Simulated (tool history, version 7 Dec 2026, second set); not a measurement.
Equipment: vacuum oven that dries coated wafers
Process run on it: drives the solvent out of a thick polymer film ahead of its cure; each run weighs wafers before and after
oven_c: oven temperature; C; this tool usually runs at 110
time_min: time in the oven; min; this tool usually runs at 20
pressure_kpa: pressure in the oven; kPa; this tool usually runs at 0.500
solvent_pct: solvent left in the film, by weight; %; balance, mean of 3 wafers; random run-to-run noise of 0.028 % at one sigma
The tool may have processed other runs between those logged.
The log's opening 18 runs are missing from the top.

run 19 day=33.371 | oven_c=121 time_min=20 pressure_kpa=0.500 | solvent_pct=0.60
run 20 day=34.475 | oven_c=115 time_min=22 pressure_kpa=1.027 | solvent_pct=1.48
run 21 day=36.412 | oven_c=115 time_min=22 pressure_kpa=1.027 | solvent_pct=1.48
run 22 day=37.912 | oven_c=115 time_min=19 pressure_kpa=0.307 | solvent_pct=1.40
run 23 day=40.058 | oven_c=104 time_min=20 pressure_kpa=0.500 | solvent_pct=4.57
run 24 day=42.612 | oven_c=98 time_min=20 pressure_kpa=0.500 | solvent_pct=6.96
run 25 day=44.471 | oven_c=98 time_min=20 pressure_kpa=0.500 | solvent_pct=6.90
run 26 day=46.675 | oven_c=98 time_min=20 pressure_kpa=0.500 | solvent_pct=6.80
run 27 day=47.850 | oven_c=110 time_min=21 pressure_kpa=0.500 | solvent_pct=2.24
run 28 day=50.454 | oven_c=102 time_min=11 pressure_kpa=0.499 | solvent_pct=8.75
run 29 day=52.271 | oven_c=102 time_min=11 pressure_kpa=0.499 | solvent_pct=8.80
run 30 day=54.083 | oven_c=100 time_min=15 pressure_kpa=0.989 | solvent_pct=8.01

Alternative continuations, all from the tool just after run 30; predict every row:
run A day=56.692 | oven_c=100 time_min=33 pressure_kpa=0.396 | solvent_pct=?
run B day=56.692 | oven_c=102 time_min=10 pressure_kpa=0.723 | solvent_pct=?
run C day=56.692 | oven_c=122 time_min=20 pressure_kpa=0.500 | solvent_pct=?
run D day=56.692 | oven_c=95 time_min=32 pressure_kpa=0.274 | solvent_pct=?

run=A solvent_pct=3.11
run=B solvent_pct=9.48
run=C solvent_pct=0.49
run=D solvent_pct=5.02
Without the tool's hidden state the same runs would have given:
run=A solvent_pct=3.30
run=B solvent_pct=9.73
run=C solvent_pct=0.51
run=D solvent_pct=5.26
